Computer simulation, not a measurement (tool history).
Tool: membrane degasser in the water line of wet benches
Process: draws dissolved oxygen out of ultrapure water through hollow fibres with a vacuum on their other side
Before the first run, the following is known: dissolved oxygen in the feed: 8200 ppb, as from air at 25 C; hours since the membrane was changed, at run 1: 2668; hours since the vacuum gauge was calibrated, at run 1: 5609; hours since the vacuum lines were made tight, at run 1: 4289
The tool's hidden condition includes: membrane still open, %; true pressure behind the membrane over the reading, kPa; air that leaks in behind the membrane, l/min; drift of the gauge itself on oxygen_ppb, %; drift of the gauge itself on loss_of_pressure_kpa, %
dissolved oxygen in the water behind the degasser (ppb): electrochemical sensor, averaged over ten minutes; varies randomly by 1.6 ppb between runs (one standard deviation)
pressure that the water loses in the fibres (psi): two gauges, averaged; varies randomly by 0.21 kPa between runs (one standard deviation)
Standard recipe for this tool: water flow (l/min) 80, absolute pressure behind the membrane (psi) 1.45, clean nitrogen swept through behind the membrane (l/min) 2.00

run,day,water flow (l/min),absolute pressure behind the membrane (psi),clean nitrogen swept through behind the membrane (l/min),hours since the membrane was changed,hours since the vacuum gauge was calibrated,hours since the vacuum lines were made tight,dissolved oxygen in the water behind the degasser (ppb),pressure that the water loses in the fibres (psi)
1,0.000,80,1.45,2.00,2668,5609,4289,532.1,7.393
2,2.575,80,1.45,2.00,2730,5670,4350,534.0,7.417
3,6.496,80,1.45,2.77,2824,5764,4444,415.5,7.422
4,10.608,80,1.45,2.77,2923,5863,4543,416.1,7.411
5,14.896,80,1.45,2.77,3026,5966,4646,415.3,7.438
6,20.104,80,2.42,2.77,3151,6091,4771,774.7,7.393
7,22.404,80,2.25,2.00,3206,6146,4826,913.4,7.446
8,26.271,80,2.25,2.00,3299,6239,4919,912.8,7.393
9,29.908,80,2.25,2.00,3386,6326,5006,916.2,7.468
10,32.796,80,2.25,2.00,3456,6396,5076,916.0,7.480
11,36.083,80,2.25,2.00,3534,6475,5155,917.1,7.449
12,38.642,80,2.25,2.00,3596,6536,5216,918.8,7.429
13,41.200,80,2.25,2.00,3657,6597,5277,915.6,7.409
14,46.217,80,1.57,2.00,3778,6718,5398,593.1,7.430
15,48.596,80,1.57,2.00,3835,6775,5455,590.1,7.400
16,51.300,80,1.57,2.00,3900,6840,5520,598.9,7.440
17,54.758,87,1.09,1.44,3983,6923,5603,475.7,8.109
# day 55.033: vacuum gauge calibrated
18,57.075,87,1.09,1.44,4038,49,5658,483.4,8.099
19,59.583,80,3.54,2.00,4098,109,5718,1469.3,7.385
20,64.404,68,1.67,1.32,4214,225,5834,770.4,6.358
21,68.850,99,2.00,2.00,4320,332,5940,945.1,9.220
22,73.992,99,2.00,2.00,4444,455,6064,945.7,9.235
# day 76.200: vacuum gauge calibrated, once more
23,78.533,99,2.00,2.00,4552,56,6172,936.5,9.207
24,83.004,75,3.22,1.12,4660,163,6280,1858.9,6.994
25,85.429,124,1.80,1.23,4718,222,6338,1319.0,11.645
26,87.700,54,2.63,1.40,4772,276,6392,1040.0,5.060
27,91.704,80,1.10,3.54,4868,372,6488,225.9,7.514
28,97.008,101,1.45,2.00,4996,499,6616,643.4,9.439
29,101.658,80,1.45,3.77,5107,611,6727,324.4,7.529
30,104.925,80,1.45,3.77,5186,689,6806,322.0,7.417
31,108.558,100,1.45,3.33,5273,777,6893,441.5,9.348
32,112.146,100,1.45,3.33,5359,863,6979,441.7,9.414

How would selected steps in dissolved oxygen in the water behind the degasser (ppb) from run to run divide? Give the signed amount a tool lacking its hidden state would still show from settings, what came in and random variation, and the signed amount left for the hidden state, including any gauge scatter that is not in both of the compared results.
Run 17 -> 18: vacuum gauge calibrated. dissolved oxygen in the water behind the degasser (ppb) +7.7: hidden state +5.2, all else +2.5.
Run 18 -> 19: water flow (l/min) 87 -> 80, absolute pressure behind the membrane (psi) 1.09 -> 3.54, clean nitrogen swept through behind the membrane (l/min) 1.44 -> 2.00. dissolved oxygen in the water behind the degasser (ppb) +985.9: hidden state -4.0, all else +989.9.
Run 22 -> 23: vacuum gauge calibrated, once more. dissolved oxygen in the water behind the degasser (ppb) -9.2: hidden state -11.6, all else +2.4.
Run 23 -> 24: water flow (l/min) 99 -> 75, absolute pressure behind the membrane (psi) 2.00 -> 3.22, clean nitrogen swept through behind the membrane (l/min) 2.00 -> 1.12. dissolved oxygen in the water behind the degasser (ppb) +922.4: hidden state -3.2, all else +925.6.
Run 26 -> 27: water flow (l/min) 54 -> 80, absolute pressure behind the membrane (psi) 2.63 -> 1.10, clean nitrogen swept through behind the membrane (l/min) 1.40 -> 3.54. dissolved oxygen in the water behind the degasser (ppb) -814.1: hidden state +0.6, all else -814.7.

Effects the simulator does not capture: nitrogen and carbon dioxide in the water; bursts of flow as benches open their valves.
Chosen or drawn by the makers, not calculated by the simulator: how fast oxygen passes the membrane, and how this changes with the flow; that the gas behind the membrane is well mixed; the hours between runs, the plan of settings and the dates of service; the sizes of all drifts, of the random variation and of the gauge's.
